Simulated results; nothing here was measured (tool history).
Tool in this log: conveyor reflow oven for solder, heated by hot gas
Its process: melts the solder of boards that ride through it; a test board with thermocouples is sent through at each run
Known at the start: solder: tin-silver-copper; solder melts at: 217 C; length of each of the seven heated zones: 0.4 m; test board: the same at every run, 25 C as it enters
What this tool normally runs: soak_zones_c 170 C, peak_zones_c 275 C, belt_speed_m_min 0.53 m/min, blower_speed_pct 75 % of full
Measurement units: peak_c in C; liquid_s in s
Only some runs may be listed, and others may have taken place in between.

run 1 hour=0 | soak_zones_c=170 peak_zones_c=275 belt_speed_m_min=0.53 blower_speed_pct=75 | peak_c=263.3 liquid_s=76.2
run 2 hour=46.9 | soak_zones_c=170 peak_zones_c=275 belt_speed_m_min=0.53 blower_speed_pct=75 | peak_c=262.9 liquid_s=76.1
run 3 hour=82.9 | soak_zones_c=170 peak_zones_c=275 belt_speed_m_min=0.537 blower_speed_pct=75 | peak_c=262.5 liquid_s=74.2
run 4 hour=119.8 | soak_zones_c=170 peak_zones_c=275 belt_speed_m_min=0.53 blower_speed_pct=51 | peak_c=258.6 liquid_s=72.9
run 5 hour=183.1 | soak_zones_c=170 peak_zones_c=275 belt_speed_m_min=0.53 blower_speed_pct=51 | peak_c=259 liquid_s=73.1
run 6 hour=264.7 | soak_zones_c=170 peak_zones_c=275 belt_speed_m_min=0.53 blower_speed_pct=51 | peak_c=257.6 liquid_s=72.7
run 7 hour=304.7 | soak_zones_c=170 peak_zones_c=275 belt_speed_m_min=0.53 blower_speed_pct=51 | peak_c=257.9 liquid_s=72.6
run 8 hour=341.9 | soak_zones_c=170 peak_zones_c=275 belt_speed_m_min=0.591 blower_speed_pct=75 | peak_c=258.1 liquid_s=65.2
run 9 hour=390.1 | soak_zones_c=156 peak_zones_c=281 belt_speed_m_min=0.536 blower_speed_pct=59 | peak_c=262.9 liquid_s=70
run 10 hour=432.2 | soak_zones_c=165 peak_zones_c=275 belt_speed_m_min=0.53 blower_speed_pct=65 | peak_c=259.1 liquid_s=71.8
run 11 hour=476.8 | soak_zones_c=183 peak_zones_c=275 belt_speed_m_min=0.53 blower_speed_pct=75 | peak_c=262.7 liquid_s=81.7
run 12 hour=520.3 | soak_zones_c=184 peak_zones_c=275 belt_speed_m_min=0.467 blower_speed_pct=84 | peak_c=266.2 liquid_s=96.7
run 13 hour=564.3 | soak_zones_c=170 peak_zones_c=274 belt_speed_m_min=0.567 blower_speed_pct=75 | peak_c=257.6 liquid_s=67.4
run 14 hour=625.9 | soak_zones_c=170 peak_zones_c=266 belt_speed_m_min=0.567 blower_speed_pct=75 | peak_c=250.2 liquid_s=61.5

5 ways to go on from here, each from the tool as it stands after run 14. What would each give?
run A hour=696.7 | soak_zones_c=168 peak_zones_c=277 belt_speed_m_min=0.53 blower_speed_pct=67 | peak_c=? liquid_s=?
run B hour=696.7 | soak_zones_c=170 peak_zones_c=274 belt_speed_m_min=0.567 blower_speed_pct=75 | peak_c=? liquid_s=?
run C hour=696.7 | soak_zones_c=182 peak_zones_c=266 belt_speed_m_min=0.589 blower_speed_pct=79 | peak_c=? liquid_s=?
run D hour=696.7 | soak_zones_c=170 peak_zones_c=266 belt_speed_m_min=0.53 blower_speed_pct=75 | peak_c=? liquid_s=?
run E hour=696.7 | soak_zones_c=181 peak_zones_c=266 belt_speed_m_min=0.537 blower_speed_pct=75 | peak_c=? liquid_s=?

run=A peak_c=260.7 liquid_s=74.1
run=B peak_c=256.6 liquid_s=67.5
run=C peak_c=251 liquid_s=65.4
run=D peak_c=251.1 liquid_s=68.5
run=E peak_c=252.7 liquid_s=73.9
The same runs, with their run-to-run variation unchanged, on a tool lacking any hidden condition would have given:
run=A peak_c=263.2 liquid_s=74.2
run=B peak_c=259.2 liquid_s=68.1
run=C peak_c=253.4 liquid_s=66.1
run=D peak_c=253.6 liquid_s=69.4
run=E peak_c=254.9 liquid_s=74.1

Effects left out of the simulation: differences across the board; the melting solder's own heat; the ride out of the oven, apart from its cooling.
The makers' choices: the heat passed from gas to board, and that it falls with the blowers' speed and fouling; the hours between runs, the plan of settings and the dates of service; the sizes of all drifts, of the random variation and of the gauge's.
